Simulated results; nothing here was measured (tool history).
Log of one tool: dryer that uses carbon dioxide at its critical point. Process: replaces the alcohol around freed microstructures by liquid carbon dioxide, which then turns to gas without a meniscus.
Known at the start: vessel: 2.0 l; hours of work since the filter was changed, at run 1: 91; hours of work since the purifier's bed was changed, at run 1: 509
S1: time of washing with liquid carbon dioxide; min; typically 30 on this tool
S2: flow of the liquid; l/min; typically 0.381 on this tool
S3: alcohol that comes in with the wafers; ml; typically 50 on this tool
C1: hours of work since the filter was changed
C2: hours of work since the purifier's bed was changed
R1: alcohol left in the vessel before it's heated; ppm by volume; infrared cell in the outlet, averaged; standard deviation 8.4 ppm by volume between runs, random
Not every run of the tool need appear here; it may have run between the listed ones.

{"run": 1, "hour": 0.0, "S1": 30, "S2": 0.381, "S3": 50, "C1": 91, "C2": 509, "R1": 630}
{"run": 2, "hour": 46.4, "S1": 48, "S2": 0.381, "S3": 50, "C1": 120, "C2": 538, "R1": 214}
{"hour": 98.7, "done": "purifier's bed changed"}
{"run": 3, "hour": 110.7, "S1": 48, "S2": 0.381, "S3": 73, "C1": 157, "C2": 7, "R1": 88}
{"run": 4, "hour": 155.4, "S1": 48, "S2": 0.381, "S3": 73, "C1": 185, "C2": 35, "R1": 90}
{"run": 5, "hour": 221.4, "S1": 30, "S2": 0.381, "S3": 50, "C1": 226, "C2": 76, "R1": 533}
{"run": 6, "hour": 260.9, "S1": 30, "S2": 0.381, "S3": 50, "C1": 250, "C2": 100, "R1": 571}
{"run": 7, "hour": 311.2, "S1": 30, "S2": 0.381, "S3": 50, "C1": 281, "C2": 131, "R1": 577}
{"run": 8, "hour": 353.4, "S1": 30, "S2": 0.381, "S3": 50, "C1": 307, "C2": 157, "R1": 595}
{"run": 9, "hour": 408.0, "S1": 30, "S2": 0.381, "S3": 50, "C1": 341, "C2": 191, "R1": 616}
{"run": 10, "hour": 451.8, "S1": 30, "S2": 0.381, "S3": 50, "C1": 368, "C2": 218, "R1": 651}
{"run": 11, "hour": 480.3, "S1": 30, "S2": 0.381, "S3": 50, "C1": 385, "C2": 236, "R1": 639}
{"run": 12, "hour": 539.1, "S1": 30, "S2": 0.381, "S3": 50, "C1": 422, "C2": 272, "R1": 681}
{"run": 13, "hour": 602.6, "S1": 30, "S2": 0.381, "S3": 50, "C1": 461, "C2": 311, "R1": 690}
{"hour": 620.5, "done": "inlet filter changed"}
{"run": 14, "hour": 670.4, "S1": 30, "S2": 0.381, "S3": 50, "C1": 31, "C2": 352, "R1": 577}
{"run": 15, "hour": 713.4, "S1": 35, "S2": 0.268, "S3": 40, "C1": 57, "C2": 379, "R1": 896}
{"run": 16, "hour": 741.3, "S1": 32, "S2": 0.316, "S3": 79, "C1": 75, "C2": 396, "R1": 1323}
{"run": 17, "hour": 775.5, "S1": 32, "S2": 0.316, "S3": 79, "C1": 96, "C2": 417, "R1": 1361}
{"run": 18, "hour": 824.6, "S1": 32, "S2": 0.316, "S3": 79, "C1": 126, "C2": 447, "R1": 1377}
{"run": 19, "hour": 864.4, "S1": 41, "S2": 0.248, "S3": 112, "C1": 151, "C2": 472, "R1": 1961}
{"run": 20, "hour": 893.0, "S1": 41, "S2": 0.248, "S3": 112, "C1": 168, "C2": 490, "R1": 1995}
{"run": 21, "hour": 955.0, "S1": 23, "S2": 0.246, "S3": 25, "C1": 206, "C2": 528, "R1": 2037}
{"run": 22, "hour": 986.5, "S1": 23, "S2": 0.246, "S3": 25, "C1": 226, "C2": 547, "R1": 2029}
{"run": 23, "hour": 1016.7, "S1": 23, "S2": 0.246, "S3": 25, "C1": 244, "C2": 566, "R1": 2053}
{"hour": 1022.7, "done": "purifier's bed changed"}
{"run": 24, "hour": 1084.6, "S1": 20, "S2": 0.293, "S3": 50, "C1": 285, "C2": 38, "R1": 3522}
{"run": 25, "hour": 1114.3, "S1": 20, "S2": 0.337, "S3": 96, "C1": 303, "C2": 57, "R1": 5082}
{"run": 26, "hour": 1176.0, "S1": 42, "S2": 0.282, "S3": 110, "C1": 341, "C2": 95, "R1": 1143}

How would selected steps in R1 from run to run divide? Give the signed amount a tool lacking its hidden state would still show from settings, what came in and random variation, and the signed amount left for the hidden state, including any gauge scatter that is not in both of the compared results.
Hidden state at play: flow that reaches the vessel past the clogged filter, %; alcohol in the recycled carbon dioxide, ppm; drift of the gauge itself on alcohol_ppm, %.
Run 24 -> 25: S2 0.293 -> 0.337, S3 50 -> 96. R1 +1560 ppm by volume: hidden state +251, all else +1309.
Run 25 -> 26: S1 20 -> 42, S2 0.337 -> 0.282, S3 96 -> 110. R1 -3939 ppm by volume: hidden state -330, all else -3609.
